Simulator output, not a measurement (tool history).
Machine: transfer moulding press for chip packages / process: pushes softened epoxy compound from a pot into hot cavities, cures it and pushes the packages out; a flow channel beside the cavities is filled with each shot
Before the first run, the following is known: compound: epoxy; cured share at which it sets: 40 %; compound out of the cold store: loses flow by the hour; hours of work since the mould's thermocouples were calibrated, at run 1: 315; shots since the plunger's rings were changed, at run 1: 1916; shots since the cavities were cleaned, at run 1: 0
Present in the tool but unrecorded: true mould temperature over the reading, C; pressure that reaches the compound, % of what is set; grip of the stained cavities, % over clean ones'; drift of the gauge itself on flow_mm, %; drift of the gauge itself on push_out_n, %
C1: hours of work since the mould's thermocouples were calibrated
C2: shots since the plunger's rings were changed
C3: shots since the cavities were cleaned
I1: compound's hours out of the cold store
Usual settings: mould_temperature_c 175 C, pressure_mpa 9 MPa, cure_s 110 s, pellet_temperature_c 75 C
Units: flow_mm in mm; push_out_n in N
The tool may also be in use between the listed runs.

{"run": 1, "hour": 0.0, "mould_temperature_c": 175, "pressure_mpa": 9, "cure_s": 110, "pellet_temperature_c": 75, "C1": 315, "C2": 1916, "C3": 0, "I1": 26.6, "flow_mm": 701, "push_out_n": 347}
{"run": 2, "hour": 27.4, "mould_temperature_c": 175, "pressure_mpa": 9, "cure_s": 110, "pellet_temperature_c": 75, "C1": 326, "C2": 2121, "C3": 205, "I1": 31.4, "flow_mm": 696, "push_out_n": 376}
{"run": 3, "hour": 40.8, "mould_temperature_c": 175, "pressure_mpa": 10.22, "cure_s": 110, "pellet_temperature_c": 75, "C1": 332, "C2": 2221, "C3": 305, "I1": 38.7, "flow_mm": 727, "push_out_n": 407}
{"run": 4, "hour": 71.0, "mould_temperature_c": 175, "pressure_mpa": 10.22, "cure_s": 110, "pellet_temperature_c": 75, "C1": 344, "C2": 2447, "C3": 531, "I1": 10.1, "flow_mm": 772, "push_out_n": 449}
{"run": 5, "hour": 90.3, "mould_temperature_c": 175, "pressure_mpa": 9, "cure_s": 110, "pellet_temperature_c": 75, "C1": 352, "C2": 2592, "C3": 676, "I1": 46.6, "flow_mm": 672, "push_out_n": 432}
{"run": 6, "hour": 105.4, "mould_temperature_c": 175, "pressure_mpa": 9, "cure_s": 110, "pellet_temperature_c": 75, "C1": 358, "C2": 2704, "C3": 788, "I1": 34.9, "flow_mm": 687, "push_out_n": 485}
{"hour": 108.7, "done": "cavities cleaned with cleaning compound and waxed"}
{"run": 7, "hour": 131.1, "mould_temperature_c": 175, "pressure_mpa": 9, "cure_s": 110, "pellet_temperature_c": 75, "C1": 368, "C2": 2886, "C3": 168, "I1": 19.2, "flow_mm": 708, "push_out_n": 396}
{"run": 8, "hour": 155.5, "mould_temperature_c": 175, "pressure_mpa": 9, "cure_s": 110, "pellet_temperature_c": 75, "C1": 378, "C2": 3068, "C3": 350, "I1": 46.3, "flow_mm": 666, "push_out_n": 406}
{"run": 9, "hour": 178.8, "mould_temperature_c": 175, "pressure_mpa": 9, "cure_s": 110, "pellet_temperature_c": 75, "C1": 388, "C2": 3243, "C3": 525, "I1": 28.5, "flow_mm": 685, "push_out_n": 439}
{"run": 10, "hour": 204.3, "mould_temperature_c": 175, "pressure_mpa": 9, "cure_s": 110, "pellet_temperature_c": 75, "C1": 398, "C2": 3434, "C3": 716, "I1": 28.6, "flow_mm": 690, "push_out_n": 457}
{"hour": 217.3, "done": "cavities cleaned with cleaning compound and waxed"}
{"run": 11, "hour": 234.2, "mould_temperature_c": 175, "pressure_mpa": 9, "cure_s": 110, "pellet_temperature_c": 75, "C1": 410, "C2": 3646, "C3": 126, "I1": 41.2, "flow_mm": 669, "push_out_n": 381}
{"hour": 250.9, "done": "plunger's sealing rings changed"}
{"run": 12, "hour": 262.1, "mould_temperature_c": 175, "pressure_mpa": 9, "cure_s": 110, "pellet_temperature_c": 75, "C1": 421, "C2": 83, "C3": 316, "I1": 31.9, "flow_mm": 709, "push_out_n": 422}
{"hour": 280.1, "done": "mould's thermocouples calibrated"}
{"run": 13, "hour": 280.7, "mould_temperature_c": 168, "pressure_mpa": 9, "cure_s": 110, "pellet_temperature_c": 75, "C1": 0, "C2": 208, "C3": 441, "I1": 13, "flow_mm": 760, "push_out_n": 714}
{"run": 14, "hour": 306.2, "mould_temperature_c": 168, "pressure_mpa": 9, "cure_s": 110, "pellet_temperature_c": 75, "C1": 11, "C2": 399, "C3": 632, "I1": 28.7, "flow_mm": 742, "push_out_n": 766}
{"run": 15, "hour": 321.1, "mould_temperature_c": 168, "pressure_mpa": 9, "cure_s": 110, "pellet_temperature_c": 75, "C1": 17, "C2": 511, "C3": 744, "I1": 17.4, "flow_mm": 751, "push_out_n": 798}
{"hour": 329.9, "done": "cavities cleaned with cleaning compound and waxed"}
{"hour": 339.0, "done": "mould's thermocouples calibrated, once more"}
{"run": 16, "hour": 353.6, "mould_temperature_c": 168, "pressure_mpa": 9, "cure_s": 110, "pellet_temperature_c": 75, "C1": 6, "C2": 727, "C3": 162, "I1": 9.4, "flow_mm": 765, "push_out_n": 576}
{"run": 17, "hour": 386.0, "mould_temperature_c": 175, "pressure_mpa": 9.12, "cure_s": 131, "pellet_temperature_c": 75, "C1": 19, "C2": 970, "C3": 405, "I1": 18, "flow_mm": 718, "push_out_n": 355}
{"run": 18, "hour": 410.9, "mould_temperature_c": 179, "pressure_mpa": 9.36, "cure_s": 147, "pellet_temperature_c": 74, "C1": 30, "C2": 1157, "C3": 592, "I1": 9.9, "flow_mm": 729, "push_out_n": 372}
{"run": 19, "hour": 430.7, "mould_temperature_c": 179, "pressure_mpa": 9.36, "cure_s": 147, "pellet_temperature_c": 73, "C1": 38, "C2": 1304, "C3": 739, "I1": 35.7, "flow_mm": 689, "push_out_n": 393}
{"hour": 440.0, "done": "cavities cleaned with cleaning compound and waxed"}
{"run": 20, "hour": 462.2, "mould_temperature_c": 175, "pressure_mpa": 9, "cure_s": 103, "pellet_temperature_c": 79, "C1": 50, "C2": 1529, "C3": 166, "I1": 30.3, "flow_mm": 699, "push_out_n": 399}
{"run": 21, "hour": 487.4, "mould_temperature_c": 175, "pressure_mpa": 8.66, "cure_s": 95, "pellet_temperature_c": 78, "C1": 61, "C2": 1718, "C3": 355, "I1": 32.1, "flow_mm": 682, "push_out_n": 512}
{"run": 22, "hour": 514.0, "mould_temperature_c": 175, "pressure_mpa": 8.66, "cure_s": 95, "pellet_temperature_c": 78, "C1": 72, "C2": 1917, "C3": 554, "I1": 24.2, "flow_mm": 691, "push_out_n": 522}
{"run": 23, "hour": 532.7, "mould_temperature_c": 175, "pressure_mpa": 9.2, "cure_s": 95, "pellet_temperature_c": 78, "C1": 79, "C2": 2056, "C3": 693, "I1": 16.8, "flow_mm": 721, "push_out_n": 536}
{"hour": 549.0, "done": "cavities cleaned with cleaning compound and waxed"}
{"run": 24, "hour": 549.0, "mould_temperature_c": 169, "pressure_mpa": 9.2, "cure_s": 101, "pellet_temperature_c": 73, "C1": 86, "C2": 2167, "C3": 0, "I1": 18.6, "flow_mm": 734, "push_out_n": 618}
{"run": 25, "hour": 565.0, "mould_temperature_c": 176, "pressure_mpa": 9, "cure_s": 110, "pellet_temperature_c": 79, "C1": 92, "C2": 2287, "C3": 120, "I1": 8.2, "flow_mm": 720, "push_out_n": 347}
{"run": 26, "hour": 597.1, "mould_temperature_c": 175, "pressure_mpa": 7, "cure_s": 150, "pellet_temperature_c": 75, "C1": 105, "C2": 2527, "C3": 360, "I1": 34, "flow_mm": 600, "push_out_n": 350}
{"run": 27, "hour": 620.4, "mould_temperature_c": 175, "pressure_mpa": 7, "cure_s": 150, "pellet_temperature_c": 75, "C1": 115, "C2": 2702, "C3": 535, "I1": 9.5, "flow_mm": 631, "push_out_n": 355}
{"run": 28, "hour": 634.9, "mould_temperature_c": 175, "pressure_mpa": 7.05, "cure_s": 121, "pellet_temperature_c": 75, "C1": 121, "C2": 2811, "C3": 644, "I1": 36.3, "flow_mm": 598, "push_out_n": 413}

Below are 4 alternative next runs, each starting from the tool's condition after run 28. Predict each:
{"run": "A", "hour": 654.1, "mould_temperature_c": 175, "pressure_mpa": 9, "cure_s": 122, "pellet_temperature_c": 75, "C1": 129, "C2": 2955, "C3": 788, "I1": 34, "flow_mm": "?", "push_out_n": "?"}
{"run": "B", "hour": 654.1, "mould_temperature_c": 175, "pressure_mpa": 7.05, "cure_s": 104, "pellet_temperature_c": 75, "C1": 129, "C2": 2955, "C3": 788, "I1": 31.6, "flow_mm": "?", "push_out_n": "?"}
{"run": "C", "hour": 654.1, "mould_temperature_c": 180, "pressure_mpa": 9.56, "cure_s": 121, "pellet_temperature_c": 68, "C1": 129, "C2": 2955, "C3": 788, "I1": 21.5, "flow_mm": "?", "push_out_n": "?"}
{"run": "D", "hour": 654.1, "mould_temperature_c": 175, "pressure_mpa": 7.05, "cure_s": 119, "pellet_temperature_c": 73, "C1": 129, "C2": 2955, "C3": 788, "I1": 29.3, "flow_mm": "?", "push_out_n": "?"}

run=A flow_mm=684 push_out_n=421
run=B flow_mm=606 push_out_n=468
run=C flow_mm=705 push_out_n=381
run=D flow_mm=611 push_out_n=423
Had the tool no hidden state, the same runs would have come out as:
run=A flow_mm=706 push_out_n=311
run=B flow_mm=625 push_out_n=345
run=C flow_mm=727 push_out_n=280
run=D flow_mm=630 push_out_n=312

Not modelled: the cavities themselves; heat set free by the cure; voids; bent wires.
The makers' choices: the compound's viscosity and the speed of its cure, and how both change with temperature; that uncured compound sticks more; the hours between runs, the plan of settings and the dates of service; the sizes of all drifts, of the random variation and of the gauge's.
